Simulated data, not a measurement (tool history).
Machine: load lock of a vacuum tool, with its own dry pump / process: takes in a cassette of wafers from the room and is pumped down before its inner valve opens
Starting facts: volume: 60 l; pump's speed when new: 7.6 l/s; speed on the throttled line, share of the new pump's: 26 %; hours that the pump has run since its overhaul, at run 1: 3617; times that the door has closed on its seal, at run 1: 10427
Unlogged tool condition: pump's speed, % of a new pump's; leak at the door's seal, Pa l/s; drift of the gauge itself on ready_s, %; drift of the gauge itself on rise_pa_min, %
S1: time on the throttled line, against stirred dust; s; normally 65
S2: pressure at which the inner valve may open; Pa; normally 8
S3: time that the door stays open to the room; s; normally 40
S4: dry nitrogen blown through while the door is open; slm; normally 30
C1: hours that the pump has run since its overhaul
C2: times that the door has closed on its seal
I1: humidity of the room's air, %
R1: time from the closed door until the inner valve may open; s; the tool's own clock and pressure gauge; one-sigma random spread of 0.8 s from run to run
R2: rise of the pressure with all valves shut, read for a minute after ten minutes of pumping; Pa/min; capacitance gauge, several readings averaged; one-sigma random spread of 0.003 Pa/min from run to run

| run | hour | S1 | S2 | S3 | S4 | C1 | C2 | I1 | R1 | R2 |
|---|---|---|---|---|---|---|---|---|---|---|
| 1 | 0 | 65 | 8 | 40 | 30 | 3617 | 10427 | 49.8 | 124.3 | 0.112 |
| 2 | 59.2 | 65 | 8 | 40 | 30 | 3676 | 10650 | 43.3 | 124.3 | 0.113 |
| 3 | 131.9 | 65 | 8 | 108 | 30 | 3748 | 10923 | 46.4 | 125.7 | 0.132 |
| 4 | 188.3 | 65 | 8 | 108 | 30 | 3805 | 11135 | 45.3 | 125.5 | 0.142 |
| 5 | 301.6 | 87 | 8 | 40 | 30 | 3918 | 11561 | 42.3 | 141.4 | 0.126 |
| 6 | 394.1 | 87 | 8 | 40 | 30 | 4011 | 11909 | 47.2 | 140 | 0.129 |
| 7 | 450.9 | 87 | 9 | 180 | 30 | 4067 | 12122 | 46.3 | 138.2 | 0.175 |
| 8 | 550.3 | 87 | 9 | 180 | 30 | 4167 | 12496 | 46.1 | 140 | 0.179 |
| 9 | 629.4 | 65 | 8 | 133 | 41 | 4246 | 12794 | 46.1 | 122.9 | 0.162 |

What does the tool deliver on the next run?
| 10 | 749.1 | 98 | 8 | 34 | 5 | 4366 | 13244 | 45.1 | ? | ? |

{"run 10": {"R1": 149.2, "R2": 0.159}}
If the tool had no hidden condition, the same run with the same run-to-run variation would have returned R1 148 s, R2 0.034 Pa/min.
